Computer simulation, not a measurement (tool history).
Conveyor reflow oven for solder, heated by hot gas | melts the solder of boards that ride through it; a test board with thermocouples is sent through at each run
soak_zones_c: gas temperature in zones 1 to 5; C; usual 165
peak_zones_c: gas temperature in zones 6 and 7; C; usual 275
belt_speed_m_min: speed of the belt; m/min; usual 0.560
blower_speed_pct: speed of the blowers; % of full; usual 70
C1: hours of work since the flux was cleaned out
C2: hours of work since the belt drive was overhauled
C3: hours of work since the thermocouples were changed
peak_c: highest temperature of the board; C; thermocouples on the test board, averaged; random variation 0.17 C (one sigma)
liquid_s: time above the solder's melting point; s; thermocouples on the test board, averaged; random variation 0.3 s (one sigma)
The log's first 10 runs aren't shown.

run 11 hour=433.4 | soak_zones_c=165 peak_zones_c=275 belt_speed_m_min=0.656 blower_speed_pct=70 | C1=170 C2=1162 C3=414 | peak_c=255.3 liquid_s=55.0
run 12 hour=485.2 | soak_zones_c=165 peak_zones_c=275 belt_speed_m_min=0.656 blower_speed_pct=70 | C1=193 C2=1184 C3=437 | peak_c=255.1 liquid_s=54.2
run 13 hour=512.6 | soak_zones_c=164 peak_zones_c=275 belt_speed_m_min=0.560 blower_speed_pct=70 | C1=205 C2=1196 C3=449 | peak_c=260.6 liquid_s=69.3
run 14 hour=541.9 | soak_zones_c=164 peak_zones_c=275 belt_speed_m_min=0.560 blower_speed_pct=70 | C1=218 C2=1209 C3=462 | peak_c=260.3 liquid_s=68.5
run 15 hour=584.4 | soak_zones_c=164 peak_zones_c=275 belt_speed_m_min=0.560 blower_speed_pct=70 | C1=236 C2=1228 C3=480 | peak_c=260.4 liquid_s=68.8
run 16 hour=620.1 | soak_zones_c=158 peak_zones_c=275 belt_speed_m_min=0.560 blower_speed_pct=70 | C1=252 C2=1243 C3=496 | peak_c=259.3 liquid_s=66.5
run 17 hour=649.9 | soak_zones_c=151 peak_zones_c=275 belt_speed_m_min=0.560 blower_speed_pct=56 | C1=265 C2=1257 C3=509 | peak_c=254.3 liquid_s=60.0
run 18 hour=685.5 | soak_zones_c=158 peak_zones_c=281 belt_speed_m_min=0.560 blower_speed_pct=56 | C1=280 C2=1272 C3=525 | peak_c=261.4 liquid_s=66.6
-- hour=697.2 belt drive overhauled, speed set with a stopwatch
run 19 hour=727.7 | soak_zones_c=158 peak_zones_c=281 belt_speed_m_min=0.560 blower_speed_pct=56 | C1=297 C2=13 C3=541 | peak_c=260.1 liquid_s=64.0
-- hour=776.3 flux residue cleaned out of gas plates and filters
run 20 hour=783.9 | soak_zones_c=171 peak_zones_c=269 belt_speed_m_min=0.509 blower_speed_pct=56 | C1=3 C2=36 C3=564 | peak_c=255.8 liquid_s=73.2
run 21 hour=819.8 | soak_zones_c=167 peak_zones_c=275 belt_speed_m_min=0.577 blower_speed_pct=60 | C1=19 C2=51 C3=579 | peak_c=257.6 liquid_s=63.4
run 22 hour=849.7 | soak_zones_c=152 peak_zones_c=275 belt_speed_m_min=0.540 blower_speed_pct=70 | C1=32 C2=65 C3=592 | peak_c=260.1 liquid_s=66.2
run 23 hour=875.4 | soak_zones_c=152 peak_zones_c=277 belt_speed_m_min=0.560 blower_speed_pct=88 | C1=43 C2=76 C3=604 | peak_c=264.3 liquid_s=66.2
run 24 hour=918.5 | soak_zones_c=159 peak_zones_c=277 belt_speed_m_min=0.552 blower_speed_pct=88 | C1=62 C2=95 C3=623 | peak_c=265.0 liquid_s=70.6
run 25 hour=951.9 | soak_zones_c=159 peak_zones_c=277 belt_speed_m_min=0.552 blower_speed_pct=88 | C1=77 C2=109 C3=637 | peak_c=265.4 liquid_s=70.3
run 26 hour=984.1 | soak_zones_c=174 peak_zones_c=277 belt_speed_m_min=0.552 blower_speed_pct=88 | C1=91 C2=123 C3=651 | peak_c=266.8 liquid_s=76.6
run 27 hour=1015.9 | soak_zones_c=176 peak_zones_c=272 belt_speed_m_min=0.552 blower_speed_pct=88 | C1=105 C2=137 C3=665 | peak_c=262.7 liquid_s=74.4
-- hour=1051.0 thermocouples of zones 6 and 7 changed
run 28 hour=1069.2 | soak_zones_c=176 peak_zones_c=272 belt_speed_m_min=0.552 blower_speed_pct=88 | C1=127 C2=160 C3=8 | peak_c=261.7 liquid_s=73.8
run 29 hour=1115.8 | soak_zones_c=176 peak_zones_c=272 belt_speed_m_min=0.552 blower_speed_pct=88 | C1=148 C2=180 C3=28 | peak_c=261.5 liquid_s=74.1
run 30 hour=1155.4 | soak_zones_c=165 peak_zones_c=275 belt_speed_m_min=0.574 blower_speed_pct=67 | C1=165 C2=197 C3=46 | peak_c=258.1 liquid_s=63.5
run 31 hour=1186.9 | soak_zones_c=151 peak_zones_c=275 belt_speed_m_min=0.560 blower_speed_pct=55 | C1=179 C2=211 C3=59 | peak_c=253.3 liquid_s=56.5
run 32 hour=1236.6 | soak_zones_c=151 peak_zones_c=275 belt_speed_m_min=0.560 blower_speed_pct=55 | C1=201 C2=233 C3=81 | peak_c=253.0 liquid_s=56.7

Forecast each of these 3 alternatives for the next run:
run A hour=1274.2 | soak_zones_c=151 peak_zones_c=285 belt_speed_m_min=0.549 blower_speed_pct=54 | C1=217 C2=249 C3=98 | peak_c=? liquid_s=?
run B hour=1274.2 | soak_zones_c=162 peak_zones_c=277 belt_speed_m_min=0.560 blower_speed_pct=88 | C1=217 C2=249 C3=98 | peak_c=? liquid_s=?
run C hour=1274.2 | soak_zones_c=151 peak_zones_c=275 belt_speed_m_min=0.491 blower_speed_pct=55 | C1=217 C2=249 C3=98 | peak_c=? liquid_s=?

run=A peak_c=262.5 liquid_s=65.5
run=B peak_c=264.0 liquid_s=69.4
run=C peak_c=258.2 liquid_s=70.5
Without the tool's hidden state the same runs would have given:
run=A peak_c=263.6 liquid_s=65.9
run=B peak_c=265.2 liquid_s=69.8
run=C peak_c=259.1 liquid_s=71.0
